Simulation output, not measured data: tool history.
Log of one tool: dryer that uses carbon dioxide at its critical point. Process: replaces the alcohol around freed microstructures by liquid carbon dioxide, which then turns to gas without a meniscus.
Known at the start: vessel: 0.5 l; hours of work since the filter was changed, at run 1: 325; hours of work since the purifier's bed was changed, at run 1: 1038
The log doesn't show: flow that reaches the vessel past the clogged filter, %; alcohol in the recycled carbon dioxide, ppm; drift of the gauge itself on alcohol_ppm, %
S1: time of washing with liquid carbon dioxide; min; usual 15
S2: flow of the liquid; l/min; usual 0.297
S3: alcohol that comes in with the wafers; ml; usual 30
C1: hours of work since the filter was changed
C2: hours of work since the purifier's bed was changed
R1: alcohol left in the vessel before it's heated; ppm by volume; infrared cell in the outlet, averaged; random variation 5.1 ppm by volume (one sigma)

run	hour	S1	S2	S3	C1	C2	R1
1	0.0	15	0.297	30	325	1038	182
# hour 15.0: inlet filter changed
2	47.5	15	0.297	30	15	1060	142
# hour 87.1: purifier's bed changed
3	106.9	15	0.297	30	42	9	74
4	141.1	15	0.297	30	58	26	71
5	207.2	15	0.297	30	90	57	83
6	259.7	15	0.297	30	114	82	84
7	327.9	15	0.297	30	147	114	84
8	398.7	15	0.297	30	180	147	86
9	429.4	15	0.223	30	195	162	470
10	464.7	15	0.223	30	211	179	486
11	519.4	15	0.223	30	237	205	498
12	572.3	15	0.223	30	262	230	516
13	606.3	15	0.411	30	278	246	33
14	653.8	15	0.411	31	301	268	32
# hour 724.4: inlet filter changed
15	725.7	15	0.411	31	1	302	28
16	759.0	15	0.411	31	16	318	31
17	820.0	15	0.297	30	45	346	88
18	883.5	12	0.297	30	75	376	287
19	932.4	12	0.297	30	98	400	290
20	995.8	12	0.297	30	128	430	304
21	1047.2	12	0.297	30	153	454	327
22	1117.1	12	0.297	30	186	487	340
23	1161.7	17	0.414	24	207	508	46
24	1212.7	19	0.473	104	231	532	43
25	1286.4	19	0.473	104	266	567	42
26	1340.8	19	0.473	104	292	593	60
27	1373.3	19	0.505	30	307	608	57
# hour 1429.0: inlet filter changed
28	1436.8	14	0.505	37	4	638	54
29	1505.8	24	0.356	30	36	671	63
30	1556.0	24	0.356	30	60	694	49
31	1614.4	12	0.351	65	88	722	247
32	1659.3	15	0.483	30	109	743	69
33	1704.7	15	0.483	29	131	765	70
34	1746.9	23	0.466	62	150	785	70
35	1789.2	16	0.329	61	171	805	108
36	1853.2	15	0.192	30	201	835	1028
37	1907.0	10	0.468	25	226	860	113

Hidden state or all else? Some run-to-run changes of R1, split into what the settings, what came in and random variation would give without the hidden state, and what is left for the hidden state (with any gauge scatter that isn't in both results):
Run 12 -> 13: S2 0.223 -> 0.411. R1 -483 ppm by volume: hidden state -132, all else -351.
Run 35 -> 36: S1 16 -> 15, S2 0.329 -> 0.192, S3 61 -> 30. R1 +920 ppm by volume: hidden state +172, all else +748.
Run 36 -> 37: S1 15 -> 10, S2 0.192 -> 0.468, S3 30 -> 25. R1 -915 ppm by volume: hidden state -166, all else -749.
